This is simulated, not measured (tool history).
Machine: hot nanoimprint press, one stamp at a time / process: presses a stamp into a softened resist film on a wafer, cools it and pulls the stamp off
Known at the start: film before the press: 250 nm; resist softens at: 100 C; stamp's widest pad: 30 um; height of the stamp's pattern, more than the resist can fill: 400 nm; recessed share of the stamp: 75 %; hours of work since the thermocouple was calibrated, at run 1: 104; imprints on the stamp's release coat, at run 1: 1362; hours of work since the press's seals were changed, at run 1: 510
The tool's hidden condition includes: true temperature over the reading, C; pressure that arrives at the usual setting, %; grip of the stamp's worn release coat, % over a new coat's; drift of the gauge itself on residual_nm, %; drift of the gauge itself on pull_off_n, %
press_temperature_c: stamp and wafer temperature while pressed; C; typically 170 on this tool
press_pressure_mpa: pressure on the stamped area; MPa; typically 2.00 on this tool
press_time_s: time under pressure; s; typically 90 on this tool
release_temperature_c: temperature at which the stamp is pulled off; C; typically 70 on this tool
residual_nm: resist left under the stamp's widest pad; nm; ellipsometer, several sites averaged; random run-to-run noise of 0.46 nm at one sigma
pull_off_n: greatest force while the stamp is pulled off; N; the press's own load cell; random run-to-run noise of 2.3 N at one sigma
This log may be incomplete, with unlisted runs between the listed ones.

run	hour	press_temperature_c	press_pressure_mpa	press_time_s	release_temperature_c	hours of work since the thermocouple was calibrated	imprints on the stamp's release coat	hours of work since the press's seals were changed	residual_nm	pull_off_n
1	0.0	170	2.00	90	70	104	1362	510	115.1	156
2	12.5	170	2.00	90	70	112	1415	518	115.1	151
3	30.3	170	2.00	90	59	125	1490	531	115.9	203
4	43.6	170	1.31	90	70	134	1546	540	135.5	157
5	51.8	170	2.93	90	70	140	1580	546	99.0	159
6	69.7	161	2.00	90	70	152	1655	558	177.8	160
7	77.5	170	2.00	90	71	158	1688	564	116.4	163
8	94.5	170	2.00	90	71	170	1760	576	115.4	160
# hour 112.9: stamp cleaned and given a new release coat
9	114.4	170	2.00	90	70	179	6	585	116.0	110
10	127.1	170	2.00	90	70	188	60	594	116.3	102
11	141.2	170	2.00	90	70	198	119	604	116.3	107
12	160.0	170	2.00	90	70	211	198	617	116.4	114
13	174.4	170	2.00	90	70	221	259	627	117.2	112
14	188.5	170	1.21	90	70	231	318	637	140.2	120
15	203.2	170	1.21	90	70	242	380	648	141.1	121
16	220.6	170	1.21	90	70	254	453	660	140.9	121
17	232.2	170	1.21	90	70	262	502	668	142.0	122
18	247.5	170	2.44	89	70	272	566	678	109.0	123
19	264.3	170	1.44	89	70	284	636	690	133.6	128
20	272.3	176	2.00	48	70	290	670	696	110.4	130
21	284.2	176	2.00	48	70	298	720	704	111.0	131
22	292.2	180	1.48	128	70	304	754	710	67.1	132
23	307.4	174	2.00	134	70	314	818	720	80.2	136
24	323.6	166	2.00	90	64	326	886	732	145.4	160
25	337.9	176	2.74	90	70	336	946	742	73.7	139

Alternative continuations, all from the tool just after run 25; predict every row:
A	355.4	166	2.43	90	70	348	1019	754	?	?
B	355.4	175	2.74	90	72	348	1019	754	?	?
C	355.4	170	2.00	105	70	348	1019	754	?	?

run	residual_nm	pull_off_n
A	135.4	141
B	78.7	129
C	111.5	142
Had the tool no hidden state, the same runs would have come out as:
run	residual_nm	pull_off_n
A	128.3	106
B	73.9	96
C	105.5	106

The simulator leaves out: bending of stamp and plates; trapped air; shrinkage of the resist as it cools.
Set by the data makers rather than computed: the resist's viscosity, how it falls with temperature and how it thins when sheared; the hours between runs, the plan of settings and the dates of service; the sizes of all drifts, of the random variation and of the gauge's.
